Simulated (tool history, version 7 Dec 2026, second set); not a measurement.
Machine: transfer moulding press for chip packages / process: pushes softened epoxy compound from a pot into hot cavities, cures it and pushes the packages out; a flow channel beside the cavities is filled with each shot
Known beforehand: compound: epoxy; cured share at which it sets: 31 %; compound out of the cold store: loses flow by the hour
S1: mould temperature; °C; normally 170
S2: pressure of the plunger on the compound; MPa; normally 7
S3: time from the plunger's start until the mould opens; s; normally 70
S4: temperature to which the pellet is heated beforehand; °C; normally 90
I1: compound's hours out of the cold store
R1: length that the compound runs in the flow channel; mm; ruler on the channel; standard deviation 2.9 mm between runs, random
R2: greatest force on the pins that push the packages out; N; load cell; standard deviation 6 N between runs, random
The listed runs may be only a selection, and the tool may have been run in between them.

run   hour   S1    S2   S3  S4    I1   R1   R2
  1      0  170     7   70  90  44.2  757  281
  2   11.2  170     7   70  99  23.2  795  353
  3   17.8  170     7   70  99  33.5  780  356
      22.7  -- cavities cleaned with cleaning compound and waxed
  4   30.7  170     7   70  99  38.5  758  263
      42.7  -- plunger's sealing rings changed
  5   43.4  170     7   70  99  34.9  814  329
  6   50.6  170     7   70  91  11.1  877  368
        57  -- cavities cleaned with cleaning compound and waxed
  7   62.1  170     7   70  90  28.9  828  258
  8   69.7  170     7   70  86  36.5  812  298
  9   77.5  170     7   70  86  43.3  794  345
      89.3  -- cavities cleaned with cleaning compound and waxed
 10   89.4  170     7   70  86  39.9  801  232
 11   97.7  170     7   70  85  11.4  864  286
     100.2  -- mould's thermocouples calibrated
 12  110.1  170     7   70  90  31.6  808  341
 13  119.4  170  7.99   70  90  15.7  895  378
     123.7  -- cavities cleaned with cleaning compound and waxed
     126.4  -- mould's thermocouples calibrated, once more
 14  134.9  170  7.99   70  90  18.7  896  320
 15  142.8  175  6.39  102  97  10.2  797  264
 16  148.2  175  5.81   61  81  34.6  712  370
     157.3  -- cavities cleaned with cleaning compound and waxed
 17  159.6  175  5.81   61  81  45.4  687  253
 18  169.6  175  5.81   61  81  39.9  696  315
 19  181.7  178  5.75   61  94  47.3  665  320
       189  -- cavities cleaned with cleaning compound and waxed
 20  191.5  178  8.52   61  94  39.6  824  204
 21  200.8  170  6.49   70  83   9.1  808  319
 22  205.8  166   5.2   70  92  20.2  717  447
 23  217.7  171   7.9   70  90  38.3  814  378
       221  -- cavities cleaned with cleaning compound and waxed
     226.3  -- plunger's sealing rings changed
 24  228.2  172  5.46   70  90   8.4  778  258
 25  236.3  172  5.46   70  90  45.7  695  286
 26  246.4  173  5.94   54  99    16  782  542
 27  251.5  172  5.94   73  99  21.4  772  330

Consider 5 possible next runs. They are alternatives, not a sequence: every one starts from the tool as it was left by run 27. What does each give?
     255.3  -- cavities cleaned with cleaning compound and waxed
  A  262.4  172   5.2  73  84  46.5   ?   ?
     255.3  -- cavities cleaned with cleaning compound and waxed
  B  262.4  169   5.3  92  99  38.7   ?   ?
     255.3  -- cavities cleaned with cleaning compound and waxed
  C  262.4  171  5.94  61  93  41.4   ?   ?
     255.3  -- cavities cleaned with cleaning compound and waxed
  D  262.4  172  5.94  73  90    21   ?   ?
     255.3  -- cavities cleaned with cleaning compound and waxed
  E  262.4  171  6.94  73  99  41.9   ?   ?

run   R1   R2
  A  676  236
  B  701  226
  C  736  348
  D  765  241
  E  785  240
With the hidden condition removed and each run's random variation left untouched, the same runs would have given:
run   R1   R2
  A  687  191
  B  711  184
  C  747  281
  D  777  195
  E  797  193
